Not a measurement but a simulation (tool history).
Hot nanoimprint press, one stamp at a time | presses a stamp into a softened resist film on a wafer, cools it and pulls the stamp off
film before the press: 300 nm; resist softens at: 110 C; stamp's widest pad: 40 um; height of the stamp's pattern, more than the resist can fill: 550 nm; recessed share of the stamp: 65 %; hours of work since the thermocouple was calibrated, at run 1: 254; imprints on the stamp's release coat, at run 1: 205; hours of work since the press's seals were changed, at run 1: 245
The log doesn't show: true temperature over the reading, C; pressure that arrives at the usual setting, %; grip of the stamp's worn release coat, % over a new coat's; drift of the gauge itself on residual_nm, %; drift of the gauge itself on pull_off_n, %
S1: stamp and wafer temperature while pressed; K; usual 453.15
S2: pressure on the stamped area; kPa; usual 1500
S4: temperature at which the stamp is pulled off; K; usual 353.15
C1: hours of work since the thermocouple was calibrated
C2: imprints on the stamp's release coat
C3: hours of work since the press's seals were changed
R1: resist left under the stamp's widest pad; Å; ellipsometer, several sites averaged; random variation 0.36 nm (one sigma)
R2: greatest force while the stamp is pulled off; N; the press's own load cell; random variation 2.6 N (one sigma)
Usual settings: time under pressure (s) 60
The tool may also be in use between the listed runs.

run 1 day=0 | S1=453.15 S2=1500 time_under_pressure_(s)=60 S4=353.15 | C1=254 C2=205 C3=245 | R1=1622 R2=125
run 2 day=0.308 | S1=453.15 S2=1500 time_under_pressure_(s)=60 S4=353.15 | C1=258 C2=231 C3=249 | R1=1620 R2=127
run 3 day=0.529 | S1=453.15 S2=1500 time_under_pressure_(s)=60 S4=353.15 | C1=261 C2=250 C3=252 | R1=1618 R2=127
run 4 day=0.862 | S1=460.15 S2=1500 time_under_pressure_(s)=60 S4=353.15 | C1=266 C2=278 C3=257 | R1=1369 R2=133
run 5 day=1.338 | S1=460.15 S2=1500 time_under_pressure_(s)=60 S4=353.15 | C1=272 C2=318 C3=263 | R1=1366 R2=132
run 6 day=1.667 | S1=460.15 S2=1500 time_under_pressure_(s)=60 S4=353.15 | C1=276 C2=345 C3=267 | R1=1367 R2=129
run 7 day=1.979 | S1=460.15 S2=1500 time_under_pressure_(s)=60 S4=353.15 | C1=281 C2=372 C3=271 | R1=1371 R2=136
run 8 day=2.242 | S1=453.15 S2=1500 time_under_pressure_(s)=60 S4=356.15 | C1=284 C2=394 C3=275 | R1=1615 R2=130
-- day=2.6 plate thermocouple calibrated
run 9 day=2.688 | S1=453.15 S2=1500 time_under_pressure_(s)=60 S4=353.15 | C1=1 C2=421 C3=279 | R1=1603 R2=135
run 10 day=2.925 | S1=453.15 S2=1500 time_under_pressure_(s)=60 S4=353.15 | C1=4 C2=441 C3=282 | R1=1601 R2=135
run 11 day=3.246 | S1=453.15 S2=1500 time_under_pressure_(s)=60 S4=353.15 | C1=9 C2=468 C3=287 | R1=1605 R2=135
-- day=3.571 plate thermocouple calibrated, once more
run 12 day=3.829 | S1=453.15 S2=1500 time_under_pressure_(s)=60 S4=353.15 | C1=3 C2=506 C3=293 | R1=1645 R2=135
run 13 day=4.179 | S1=453.15 S2=1500 time_under_pressure_(s)=74 S4=353.15 | C1=8 C2=536 C3=297 | R1=1534 R2=144
run 14 day=4.467 | S1=453.15 S2=1500 time_under_pressure_(s)=60 S4=353.15 | C1=12 C2=560 C3=301 | R1=1649 R2=132
run 15 day=4.662 | S1=453.15 S2=1500 time_under_pressure_(s)=60 S4=353.15 | C1=15 C2=576 C3=304 | R1=1646 R2=139
run 16 day=5.058 | S1=453.15 S2=1500 time_under_pressure_(s)=60 S4=353.15 | C1=20 C2=610 C3=309 | R1=1642 R2=140
run 17 day=5.433 | S1=453.15 S2=1500 time_under_pressure_(s)=60 S4=353.15 | C1=25 C2=641 C3=314 | R1=1646 R2=139
run 18 day=5.808 | S1=454.15 S2=1740 time_under_pressure_(s)=35 S4=358.15 | C1=30 C2=673 C3=319 | R1=1769 R2=129
run 19 day=6.071 | S1=462.15 S2=960 time_under_pressure_(s)=117 S4=342.15 | C1=33 C2=695 C3=323 | R1=1302 R2=172
run 20 day=6.383 | S1=462.15 S2=960 time_under_pressure_(s)=117 S4=342.15 | C1=38 C2=721 C3=327 | R1=1303 R2=172
run 21 day=6.833 | S1=462.15 S2=960 time_under_pressure_(s)=117 S4=342.15 | C1=44 C2=759 C3=333 | R1=1298 R2=173
run 22 day=7.3 | S1=462.15 S2=1680 time_under_pressure_(s)=54 S4=342.15 | C1=50 C2=799 C3=339 | R1=1301 R2=177
run 23 day=7.667 | S1=463.15 S2=1680 time_under_pressure_(s)=77 S4=339.15 | C1=55 C2=829 C3=344 | R1=1111 R2=187
run 24 day=8.133 | S1=442.15 S2=1970 time_under_pressure_(s)=32 S4=339.15 | C1=61 C2=869 C3=350 | R1=2234 R2=190
run 25 day=8.496 | S1=442.15 S2=1970 time_under_pressure_(s)=32 S4=339.15 | C1=66 C2=899 C3=355 | R1=2237 R2=187
run 26 day=8.858 | S1=464.15 S2=920 time_under_pressure_(s)=119 S4=339.15 | C1=71 C2=930 C3=360 | R1=1260 R2=185
run 27 day=9.071 | S1=464.15 S2=920 time_under_pressure_(s)=119 S4=339.15 | C1=73 C2=947 C3=363 | R1=1263 R2=188
run 28 day=9.462 | S1=464.15 S2=920 time_under_pressure_(s)=119 S4=339.15 | C1=79 C2=981 C3=368 | R1=1264 R2=188
run 29 day=9.658 | S1=464.15 S2=920 time_under_pressure_(s)=119 S4=339.15 | C1=81 C2=997 C3=371 | R1=1262 R2=189

Hidden state at the last listed run before each entry between runs and at the first one after, where it differs:
Between runs 8 and 9: plate thermocouple calibrated (day 2.6)
  true temperature over the reading, C: 0.79 -> 1.17; pressure that arrives at the usual setting, %: 97.93 -> 97.9; grip of the stamp's worn release coat, % over a new coat's: 9.8 -> 10.5
  measured less the result without the state, R1: -15 -> -30 Å; R2: +9 -> +10 N
Between runs 11 and 12: plate thermocouple calibrated, once more (day 3.571)
  true temperature over the reading, C: 1.19 -> 0.18; pressure that arrives at the usual setting, %: 97.83 -> 97.77; grip of the stamp's worn release coat, % over a new coat's: 11.7 -> 12.6
  measured less the result without the state, R1: -30 -> +9 Å; R2: +11 -> +15 N

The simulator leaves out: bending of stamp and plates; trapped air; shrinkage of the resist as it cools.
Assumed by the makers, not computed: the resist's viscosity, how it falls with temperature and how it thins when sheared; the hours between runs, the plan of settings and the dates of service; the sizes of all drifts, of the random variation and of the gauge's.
